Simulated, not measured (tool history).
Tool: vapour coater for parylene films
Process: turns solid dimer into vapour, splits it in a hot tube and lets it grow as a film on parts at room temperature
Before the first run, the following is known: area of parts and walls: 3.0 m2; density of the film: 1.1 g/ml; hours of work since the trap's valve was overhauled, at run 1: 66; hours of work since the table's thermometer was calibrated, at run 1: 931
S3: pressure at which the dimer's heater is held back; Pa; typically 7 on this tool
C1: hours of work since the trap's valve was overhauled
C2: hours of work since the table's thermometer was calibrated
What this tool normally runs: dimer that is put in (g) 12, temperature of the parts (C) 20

{"run": 1, "hour": 0.0, "dimer that is put in (g)": 12, "temperature of the parts (C)": 20, "S3": 7, "C1": 66, "C2": 931, "thickness of the film (um)": 2.046}
{"run": 2, "hour": 19.9, "dimer that is put in (g)": 12, "temperature of the parts (C)": 20, "S3": 7, "C1": 79, "C2": 944, "thickness of the film (um)": 2.035}
{"run": 3, "hour": 54.1, "dimer that is put in (g)": 12, "temperature of the parts (C)": 20, "S3": 7, "C1": 100, "C2": 965, "thickness of the film (um)": 2.032}
{"run": 4, "hour": 77.7, "dimer that is put in (g)": 12, "temperature of the parts (C)": 23, "S3": 7, "C1": 115, "C2": 980, "thickness of the film (um)": 1.847}
{"run": 5, "hour": 103.4, "dimer that is put in (g)": 12, "temperature of the parts (C)": 20, "S3": 7, "C1": 131, "C2": 996, "thickness of the film (um)": 2.032}
{"run": 6, "hour": 135.2, "dimer that is put in (g)": 12, "temperature of the parts (C)": 20, "S3": 7, "C1": 151, "C2": 1016, "thickness of the film (um)": 2.028}
{"run": 7, "hour": 163.6, "dimer that is put in (g)": 12, "temperature of the parts (C)": 20, "S3": 7, "C1": 169, "C2": 1034, "thickness of the film (um)": 2.01}
{"run": 8, "hour": 180.7, "dimer that is put in (g)": 22, "temperature of the parts (C)": 20, "S3": 7, "C1": 179, "C2": 1044, "thickness of the film (um)": 3.728}
{"run": 9, "hour": 208.3, "dimer that is put in (g)": 22, "temperature of the parts (C)": 20, "S3": 7, "C1": 197, "C2": 1062, "thickness of the film (um)": 3.69}
{"run": 10, "hour": 234.4, "dimer that is put in (g)": 22, "temperature of the parts (C)": 20, "S3": 7, "C1": 213, "C2": 1078, "thickness of the film (um)": 3.709}
{"run": 11, "hour": 270.7, "dimer that is put in (g)": 12, "temperature of the parts (C)": 20, "S3": 3.7, "C1": 236, "C2": 1101, "thickness of the film (um)": 2.189}
{"run": 12, "hour": 296.9, "dimer that is put in (g)": 12, "temperature of the parts (C)": 20, "S3": 3.7, "C1": 252, "C2": 1117, "thickness of the film (um)": 2.204}
{"run": 13, "hour": 335.3, "dimer that is put in (g)": 12, "temperature of the parts (C)": 20, "S3": 3.7, "C1": 276, "C2": 1141, "thickness of the film (um)": 2.184}
{"run": 14, "hour": 373.3, "dimer that is put in (g)": 12, "temperature of the parts (C)": 20, "S3": 3.7, "C1": 300, "C2": 1165, "thickness of the film (um)": 2.195}
{"run": 15, "hour": 401.3, "dimer that is put in (g)": 12, "temperature of the parts (C)": 20, "S3": 3.7, "C1": 317, "C2": 1183, "thickness of the film (um)": 2.196}
{"hour": 408.0, "done": "trap's valve overhauled"}
{"run": 16, "hour": 427.9, "dimer that is put in (g)": 7, "temperature of the parts (C)": 20, "S3": 7, "C1": 12, "C2": 1197, "thickness of the film (um)": 1.16}
{"hour": 453.9, "done": "table's thermometer calibrated"}
{"run": 17, "hour": 460.3, "dimer that is put in (g)": 7, "temperature of the parts (C)": 20, "S3": 7, "C1": 32, "C2": 4, "thickness of the film (um)": 1.106}
{"run": 18, "hour": 494.3, "dimer that is put in (g)": 7, "temperature of the parts (C)": 18, "S3": 9.38, "C1": 53, "C2": 25, "thickness of the film (um)": 1.133}
{"run": 19, "hour": 518.9, "dimer that is put in (g)": 7, "temperature of the parts (C)": 18, "S3": 9.38, "C1": 69, "C2": 41, "thickness of the film (um)": 1.124}
{"run": 20, "hour": 542.2, "dimer that is put in (g)": 7, "temperature of the parts (C)": 18, "S3": 9.38, "C1": 83, "C2": 55, "thickness of the film (um)": 1.127}
{"hour": 549.5, "done": "trap's valve overhauled, once more"}
{"run": 21, "hour": 562.9, "dimer that is put in (g)": 12, "temperature of the parts (C)": 32, "S3": 3.61, "C1": 8, "C2": 66, "thickness of the film (um)": 1.476}
{"run": 22, "hour": 582.7, "dimer that is put in (g)": 12, "temperature of the parts (C)": 32, "S3": 3.61, "C1": 21, "C2": 78, "thickness of the film (um)": 1.483}
{"run": 23, "hour": 609.2, "dimer that is put in (g)": 12, "temperature of the parts (C)": 32, "S3": 3.61, "C1": 37, "C2": 95, "thickness of the film (um)": 1.47}
{"run": 24, "hour": 633.0, "dimer that is put in (g)": 8, "temperature of the parts (C)": 24, "S3": 8.54, "C1": 52, "C2": 110, "thickness of the film (um)": 1.132}
{"run": 25, "hour": 651.8, "dimer that is put in (g)": 5, "temperature of the parts (C)": 17, "S3": 4.17, "C1": 64, "C2": 121, "thickness of the film (um)": 0.985}
{"run": 26, "hour": 688.5, "dimer that is put in (g)": 17, "temperature of the parts (C)": 31, "S3": 7, "C1": 87, "C2": 144, "thickness of the film (um)": 1.963}
{"run": 27, "hour": 719.6, "dimer that is put in (g)": 20, "temperature of the parts (C)": 18, "S3": 3.33, "C1": 107, "C2": 164, "thickness of the film (um)": 3.917}
{"run": 28, "hour": 737.9, "dimer that is put in (g)": 13, "temperature of the parts (C)": 20, "S3": 6.67, "C1": 118, "C2": 175, "thickness of the film (um)": 2.155}
{"run": 29, "hour": 769.5, "dimer that is put in (g)": 11, "temperature of the parts (C)": 17, "S3": 4.87, "C1": 138, "C2": 195, "thickness of the film (um)": 2.116}
{"run": 30, "hour": 793.8, "dimer that is put in (g)": 11, "temperature of the parts (C)": 17, "S3": 4.87, "C1": 153, "C2": 210, "thickness of the film (um)": 2.111}
{"run": 31, "hour": 830.4, "dimer that is put in (g)": 11, "temperature of the parts (C)": 17, "S3": 4.87, "C1": 176, "C2": 233, "thickness of the film (um)": 2.116}
{"run": 32, "hour": 869.6, "dimer that is put in (g)": 12, "temperature of the parts (C)": 14, "S3": 11.49, "C1": 200, "C2": 258, "thickness of the film (um)": 2.236}
{"run": 33, "hour": 907.8, "dimer that is put in (g)": 12, "temperature of the parts (C)": 14, "S3": 11.49, "C1": 224, "C2": 282, "thickness of the film (um)": 2.249}
{"run": 34, "hour": 927.0, "dimer that is put in (g)": 12, "temperature of the parts (C)": 14, "S3": 11.49, "C1": 236, "C2": 294, "thickness of the film (um)": 2.233}

Each run again, without the hidden state but with its own random variation kept:
What the log doesn't record here: vapour lost through the trap's worn valve, %; true temperature of the parts over the reading, C; drift of the gauge itself on film_um, %.
run=1 thickness_of_the_film_(um)=2.015
run=2 thickness_of_the_film_(um)=2.006
run=3 thickness_of_the_film_(um)=2.006
run=4 thickness_of_the_film_(um)=1.827
run=5 thickness_of_the_film_(um)=2.012
run=6 thickness_of_the_film_(um)=2.012
run=7 thickness_of_the_film_(um)=1.997
run=8 thickness_of_the_film_(um)=3.707
run=9 thickness_of_the_film_(um)=3.675
run=10 thickness_of_the_film_(um)=3.699
run=11 thickness_of_the_film_(um)=2.188
run=12 thickness_of_the_film_(um)=2.206
run=13 thickness_of_the_film_(um)=2.19
run=14 thickness_of_the_film_(um)=2.205
run=15 thickness_of_the_film_(um)=2.209
run=16 thickness_of_the_film_(um)=1.181
run=17 thickness_of_the_film_(um)=1.177
run=18 thickness_of_the_film_(um)=1.208
run=19 thickness_of_the_film_(um)=1.201
run=20 thickness_of_the_film_(um)=1.204
run=21 thickness_of_the_film_(um)=1.482
run=22 thickness_of_the_film_(um)=1.491
run=23 thickness_of_the_film_(um)=1.481
run=24 thickness_of_the_film_(um)=1.141
run=25 thickness_of_the_film_(um)=0.994
run=26 thickness_of_the_film_(um)=1.985
run=27 thickness_of_the_film_(um)=3.967
run=28 thickness_of_the_film_(um)=2.185
run=29 thickness_of_the_film_(um)=2.149
run=30 thickness_of_the_film_(um)=2.146
run=31 thickness_of_the_film_(um)=2.156
run=32 thickness_of_the_film_(um)=2.282
run=33 thickness_of_the_film_(um)=2.3
run=34 thickness_of_the_film_(um)=2.286
